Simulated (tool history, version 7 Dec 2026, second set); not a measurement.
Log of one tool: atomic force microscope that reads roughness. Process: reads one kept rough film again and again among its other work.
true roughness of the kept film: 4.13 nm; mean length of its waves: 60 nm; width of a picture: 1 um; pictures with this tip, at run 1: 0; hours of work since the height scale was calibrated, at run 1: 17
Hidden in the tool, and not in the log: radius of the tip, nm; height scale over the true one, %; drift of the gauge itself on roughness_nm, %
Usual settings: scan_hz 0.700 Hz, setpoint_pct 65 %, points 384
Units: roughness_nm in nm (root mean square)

| run | day | scan_hz | setpoint_pct | points | pictures with this tip | hours of work since the height scale was calibrated | roughness_nm |
|---|---|---|---|---|---|---|---|
| 1 | 0.000 | 0.700 | 65 | 384 | 0 | 17 | 3.893 |
| 2 | 0.383 | 0.700 | 65 | 384 | 17 | 21 | 3.882 |
| 3 | 1.062 | 3.376 | 65 | 384 | 46 | 30 | 3.535 |
| 4 | 1.667 | 3.376 | 65 | 384 | 73 | 38 | 3.472 |
| 5 | 2.233 | 3.376 | 65 | 384 | 98 | 45 | 3.435 |
| 6 | 2.633 | 0.700 | 65 | 384 | 116 | 50 | 3.669 |
| 7 | 3.100 | 0.700 | 65 | 544 | 136 | 56 | 3.656 |
| 8 | 3.775 | 0.700 | 65 | 292 | 166 | 65 | 3.598 |
| 9 | 4.138 | 0.700 | 65 | 292 | 182 | 69 | 3.580 |
| 10 | 4.492 | 0.700 | 65 | 384 | 197 | 74 | 3.520 |
|  | 4.917 | new tip fitted |
| 11 | 5.050 | 0.700 | 65 | 384 | 6 | 81 | 3.904 |
| 12 | 5.712 | 0.700 | 65 | 384 | 35 | 89 | 3.820 |
| 13 | 6.392 | 0.700 | 65 | 384 | 65 | 98 | 3.817 |
| 14 | 6.917 | 0.700 | 65 | 384 | 88 | 105 | 3.740 |
| 15 | 7.604 | 1.671 | 65 | 384 | 118 | 113 | 3.606 |
| 16 | 8.108 | 0.700 | 65 | 384 | 141 | 120 | 3.679 |
| 17 | 8.396 | 0.700 | 62 | 384 | 153 | 124 | 3.667 |
| 18 | 8.700 | 0.700 | 62 | 536 | 167 | 127 | 3.611 |
| 19 | 9.254 | 0.700 | 62 | 536 | 191 | 135 | 3.587 |
| 20 | 9.579 | 1.384 | 65 | 384 | 206 | 139 | 3.461 |
|  | 9.846 | new tip fitted |
| 21 | 9.988 | 0.700 | 65 | 384 | 6 | 144 | 3.906 |
| 22 | 10.400 | 0.700 | 65 | 821 | 25 | 149 | 3.867 |
| 23 | 10.962 | 0.700 | 76 | 384 | 49 | 156 | 3.743 |
| 24 | 11.454 | 0.700 | 76 | 384 | 71 | 162 | 3.711 |
| 25 | 12.121 | 0.700 | 76 | 384 | 100 | 171 | 3.652 |
| 26 | 12.571 | 0.700 | 65 | 384 | 120 | 177 | 3.696 |
| 27 | 12.967 | 0.700 | 65 | 384 | 138 | 182 | 3.667 |
| 28 | 13.600 | 0.700 | 65 | 384 | 166 | 190 | 3.617 |
| 29 | 14.092 | 0.700 | 65 | 962 | 187 | 196 | 3.584 |
|  | 14.750 | new tip fitted |
| 30 | 14.767 | 2.265 | 88 | 563 | 1 | 204 | 3.273 |
| 31 | 15.433 | 1.077 | 88 | 332 | 30 | 213 | 3.584 |
| 32 | 16.029 | 1.109 | 88 | 825 | 57 | 221 | 3.524 |
| 33 | 16.571 | 1.109 | 88 | 825 | 80 | 227 | 3.449 |
| 34 | 16.879 | 3.989 | 65 | 730 | 94 | 231 | 3.442 |
| 35 | 17.500 | 3.989 | 60 | 806 | 121 | 239 | 3.486 |
| 36 | 18.038 | 3.989 | 63 | 994 | 145 | 246 | 3.411 |
| 37 | 18.462 | 3.989 | 63 | 994 | 164 | 252 | 3.349 |
|  | 18.567 | height scale calibrated on a step standard |
| 38 | 18.929 | 3.989 | 63 | 994 | 182 | 5 | 3.330 |
|  | 19.625 | height scale calibrated on a step standard, once more |
| 39 | 19.667 | 3.989 | 63 | 994 | 213 | 1 | 3.251 |
|  | 19.729 | new tip fitted |
| 40 | 20.121 | 0.971 | 90 | 606 | 17 | 6 | 3.597 |
| 41 | 20.479 | 2.039 | 71 | 606 | 33 | 11 | 3.603 |
| 42 | 21.100 | 2.039 | 71 | 606 | 60 | 19 | 3.556 |
| 43 | 21.592 | 2.078 | 71 | 854 | 82 | 25 | 3.500 |
| 44 | 22.125 | 2.078 | 71 | 854 | 105 | 32 | 3.499 |
| 45 | 22.471 | 2.078 | 62 | 501 | 121 | 36 | 3.581 |
| 46 | 22.929 | 2.078 | 62 | 501 | 141 | 42 | 3.550 |
| 47 | 23.629 | 2.078 | 62 | 325 | 172 | 51 | 3.467 |
| 48 | 23.979 | 3.573 | 60 | 526 | 187 | 55 | 3.374 |
|  | 24.650 | new tip fitted |
| 49 | 24.704 | 2.663 | 65 | 384 | 2 | 64 | 3.709 |
| 50 | 24.996 | 0.700 | 68 | 792 | 15 | 68 | 3.858 |
| 51 | 25.346 | 1.295 | 83 | 529 | 30 | 73 | 3.569 |
| 52 | 25.996 | 1.295 | 83 | 529 | 59 | 81 | 3.533 |
| 53 | 26.338 | 1.295 | 83 | 529 | 74 | 85 | 3.484 |
| 54 | 26.704 | 0.700 | 67 | 972 | 90 | 90 | 3.753 |

3 ways to go on from here, each from the tool as it stands after run 54. What would each give?
| A | 27.238 | 1.261 | 57 | 781 | 114 | 97 | ? |
| B | 27.238 | 2.384 | 55 | 278 | 114 | 97 | ? |
| C | 27.238 | 0.666 | 79 | 569 | 114 | 97 | ? |

| run | roughness_nm |
|---|---|
| A | 3.708 |
| B | 3.613 |
| C | 3.609 |
Without the tool's hidden state the same runs would have given:
| run | roughness_nm |
|---|---|
| A | 3.926 |
| B | 3.826 |
| C | 3.822 |

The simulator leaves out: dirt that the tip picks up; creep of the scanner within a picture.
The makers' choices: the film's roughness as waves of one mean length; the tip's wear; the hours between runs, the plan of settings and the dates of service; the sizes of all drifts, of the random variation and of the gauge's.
